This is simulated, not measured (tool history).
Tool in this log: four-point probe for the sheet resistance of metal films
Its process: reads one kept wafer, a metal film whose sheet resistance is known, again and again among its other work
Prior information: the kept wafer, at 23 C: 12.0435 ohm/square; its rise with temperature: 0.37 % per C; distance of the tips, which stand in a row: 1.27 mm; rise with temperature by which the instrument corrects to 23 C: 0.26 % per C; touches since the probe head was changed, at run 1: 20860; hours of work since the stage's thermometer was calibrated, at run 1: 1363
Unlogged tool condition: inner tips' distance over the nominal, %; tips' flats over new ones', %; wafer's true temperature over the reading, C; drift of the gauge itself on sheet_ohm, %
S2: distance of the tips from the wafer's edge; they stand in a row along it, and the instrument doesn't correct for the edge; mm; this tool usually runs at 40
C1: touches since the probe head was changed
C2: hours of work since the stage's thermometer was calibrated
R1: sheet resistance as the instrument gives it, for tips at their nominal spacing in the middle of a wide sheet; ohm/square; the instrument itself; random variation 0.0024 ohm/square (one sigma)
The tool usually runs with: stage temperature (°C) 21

{"run": 1, "hour": 0.0, "stage temperature (°C)": 21, "S2": 40, "C1": 20860, "C2": 1363, "R1": 12.039579}
{"run": 2, "hour": 31.9, "stage temperature (°C)": 21, "S2": 40, "C1": 21421, "C2": 1388, "R1": 12.041033}
{"run": 3, "hour": 67.6, "stage temperature (°C)": 21, "S2": 40, "C1": 22048, "C2": 1416, "R1": 12.036969}
{"run": 4, "hour": 87.4, "stage temperature (°C)": 21, "S2": 3, "C1": 22394, "C2": 1432, "R1": 13.084593}
{"run": 5, "hour": 108.4, "stage temperature (°C)": 21, "S2": 3, "C1": 22765, "C2": 1448, "R1": 13.074559}
{"run": 6, "hour": 146.2, "stage temperature (°C)": 19, "S2": 3, "C1": 23427, "C2": 1478, "R1": 13.050043}
{"run": 7, "hour": 172.6, "stage temperature (°C)": 25, "S2": 40, "C1": 23891, "C2": 1499, "R1": 12.0887}
{"run": 8, "hour": 192.3, "stage temperature (°C)": 21, "S2": 40, "C1": 24237, "C2": 1514, "R1": 12.036459}
{"run": 9, "hour": 225.2, "stage temperature (°C)": 21, "S2": 40, "C1": 24816, "C2": 1540, "R1": 12.031169}
{"run": 10, "hour": 242.0, "stage temperature (°C)": 21, "S2": 40, "C1": 25111, "C2": 1553, "R1": 12.035911}
{"run": 11, "hour": 262.9, "stage temperature (°C)": 21, "S2": 40, "C1": 25477, "C2": 1569, "R1": 12.033032}
{"run": 12, "hour": 280.7, "stage temperature (°C)": 24, "S2": 5, "C1": 25790, "C2": 1583, "R1": 12.469087}
{"run": 13, "hour": 308.2, "stage temperature (°C)": 20, "S2": 4, "C1": 26272, "C2": 1605, "R1": 12.628129}
{"run": 14, "hour": 326.0, "stage temperature (°C)": 29, "S2": 34, "C1": 26585, "C2": 1619, "R1": 12.139756}
{"run": 15, "hour": 347.4, "stage temperature (°C)": 35, "S2": 40, "C1": 26961, "C2": 1636, "R1": 12.213093}
{"run": 16, "hour": 375.6, "stage temperature (°C)": 22, "S2": 4, "C1": 27457, "C2": 1658, "R1": 12.653459}
{"run": 17, "hour": 410.8, "stage temperature (°C)": 29, "S2": 6, "C1": 28074, "C2": 1685, "R1": 12.414998}
{"run": 18, "hour": 433.1, "stage temperature (°C)": 28, "S2": 5, "C1": 28466, "C2": 1703, "R1": 12.521637}
{"run": 19, "hour": 459.2, "stage temperature (°C)": 19, "S2": 16, "C1": 28924, "C2": 1723, "R1": 12.040474}
{"run": 20, "hour": 495.8, "stage temperature (°C)": 21, "S2": 5, "C1": 29566, "C2": 1752, "R1": 12.417642}
{"run": 21, "hour": 514.5, "stage temperature (°C)": 23, "S2": 7, "C1": 29895, "C2": 1767, "R1": 12.260578}

Below are 4 alternative next runs, each starting from the tool's condition after run 21. Predict each:
{"run": "A", "hour": 536.0, "stage temperature (°C)": 25, "S2": 6, "C1": 30272, "C2": 1783, "R1": "?"}
{"run": "B", "hour": 536.0, "stage temperature (°C)": 19, "S2": 52, "C1": 30272, "C2": 1783, "R1": "?"}
{"run": "C", "hour": 536.0, "stage temperature (°C)": 21, "S2": 15, "C1": 30272, "C2": 1783, "R1": "?"}
{"run": "D", "hour": 536.0, "stage temperature (°C)": 21, "S2": 36, "C1": 30272, "C2": 1783, "R1": "?"}

run=A R1=12.361087
run=B R1=11.995738
run=C R1=12.066064
run=D R1=12.026856
Without the tool's hidden state the same runs would have given:
run=A R1=12.357257
run=B R1=11.992565
run=C R1=12.062677
run=D R1=12.023472

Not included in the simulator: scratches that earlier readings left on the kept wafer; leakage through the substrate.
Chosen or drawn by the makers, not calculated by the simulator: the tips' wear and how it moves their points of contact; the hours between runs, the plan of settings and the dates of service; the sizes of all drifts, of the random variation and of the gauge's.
